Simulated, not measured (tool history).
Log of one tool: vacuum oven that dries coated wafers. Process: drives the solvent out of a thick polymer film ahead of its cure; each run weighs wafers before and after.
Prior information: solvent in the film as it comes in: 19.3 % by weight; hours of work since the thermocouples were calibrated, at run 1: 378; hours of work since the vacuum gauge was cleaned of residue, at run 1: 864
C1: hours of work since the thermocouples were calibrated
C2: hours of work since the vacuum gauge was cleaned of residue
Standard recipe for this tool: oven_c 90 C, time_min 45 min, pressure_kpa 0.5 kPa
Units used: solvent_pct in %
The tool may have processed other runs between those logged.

run 1 hour=0 | oven_c=90 time_min=45 pressure_kpa=0.5 | C1=378 C2=864 | solvent_pct=1.26
run 2 hour=52.5 | oven_c=90 time_min=45 pressure_kpa=0.949 | C1=405 C2=891 | solvent_pct=1.56
run 3 hour=133.1 | oven_c=90 time_min=28 pressure_kpa=0.5 | C1=446 C2=932 | solvent_pct=2.68
run 4 hour=208.8 | oven_c=94 time_min=28 pressure_kpa=0.5 | C1=484 C2=971 | solvent_pct=1.91
run 5 hour=261.5 | oven_c=94 time_min=28 pressure_kpa=0.5 | C1=511 C2=998 | solvent_pct=1.95
run 6 hour=345.6 | oven_c=90 time_min=45 pressure_kpa=0.372 | C1=554 C2=1041 | solvent_pct=1.1
run 7 hour=387.3 | oven_c=90 time_min=45 pressure_kpa=0.372 | C1=575 C2=1062 | solvent_pct=1.15
run 8 hour=468 | oven_c=90 time_min=45 pressure_kpa=0.817 | C1=617 C2=1103 | solvent_pct=1.65
run 9 hour=520.7 | oven_c=90 time_min=45 pressure_kpa=0.817 | C1=644 C2=1130 | solvent_pct=1.61
run 10 hour=607.9 | oven_c=90 time_min=45 pressure_kpa=0.5 | C1=688 C2=1175 | solvent_pct=1.4
run 11 hour=686 | oven_c=90 time_min=45 pressure_kpa=0.5 | C1=728 C2=1215 | solvent_pct=1.39
-- hour=717 vacuum gauge cleaned of residue and calibrated
run 12 hour=728.6 | oven_c=82 time_min=45 pressure_kpa=0.5 | C1=749 C2=6 | solvent_pct=2.05
run 13 hour=774.9 | oven_c=80 time_min=40 pressure_kpa=0.5 | C1=773 C2=30 | solvent_pct=3.03
run 14 hour=816.1 | oven_c=80 time_min=40 pressure_kpa=0.5 | C1=794 C2=51 | solvent_pct=3.01
run 15 hour=870.2 | oven_c=80 time_min=40 pressure_kpa=0.5 | C1=821 C2=78 | solvent_pct=3.01
-- hour=884.4 oven's thermocouples calibrated
run 16 hour=952.1 | oven_c=105 time_min=27 pressure_kpa=1.155 | C1=35 C2=119 | solvent_pct=0.89
run 17 hour=1021.9 | oven_c=79 time_min=45 pressure_kpa=1.41 | C1=70 C2=155 | solvent_pct=3.6
run 18 hour=1070.4 | oven_c=90 time_min=48 pressure_kpa=1.022 | C1=95 C2=179 | solvent_pct=1.28
run 19 hour=1132.5 | oven_c=90 time_min=33 pressure_kpa=0.636 | C1=127 C2=211 | solvent_pct=1.91
run 20 hour=1216.1 | oven_c=90 time_min=32 pressure_kpa=0.463 | C1=169 C2=254 | solvent_pct=1.82
run 21 hour=1273.8 | oven_c=88 time_min=31 pressure_kpa=1.904 | C1=199 C2=283 | solvent_pct=3.41
run 22 hour=1325.2 | oven_c=75 time_min=81 pressure_kpa=0.971 | C1=225 C2=309 | solvent_pct=2.23
run 23 hour=1363.4 | oven_c=75 time_min=81 pressure_kpa=0.91 | C1=245 C2=329 | solvent_pct=2.08

Below are 4 alternative next runs, each starting from the tool's condition after run 23. Predict each:
run A hour=1436.5 | oven_c=98 time_min=51 pressure_kpa=0.455 | C1=282 C2=366 | solvent_pct=?
run B hour=1436.5 | oven_c=75 time_min=81 pressure_kpa=0.275 | C1=282 C2=366 | solvent_pct=?
run C hour=1436.5 | oven_c=100 time_min=51 pressure_kpa=1.809 | C1=282 C2=366 | solvent_pct=?
run D hour=1436.5 | oven_c=90 time_min=45 pressure_kpa=0.264 | C1=282 C2=366 | solvent_pct=?

run=A solvent_pct=0.41
run=B solvent_pct=1.29
run=C solvent_pct=1.14
run=D solvent_pct=0.95
Without the tool's hidden state the same runs would have given:
run=A solvent_pct=0.33
run=B solvent_pct=1.11
run=C solvent_pct=1.07
run=D solvent_pct=0.85
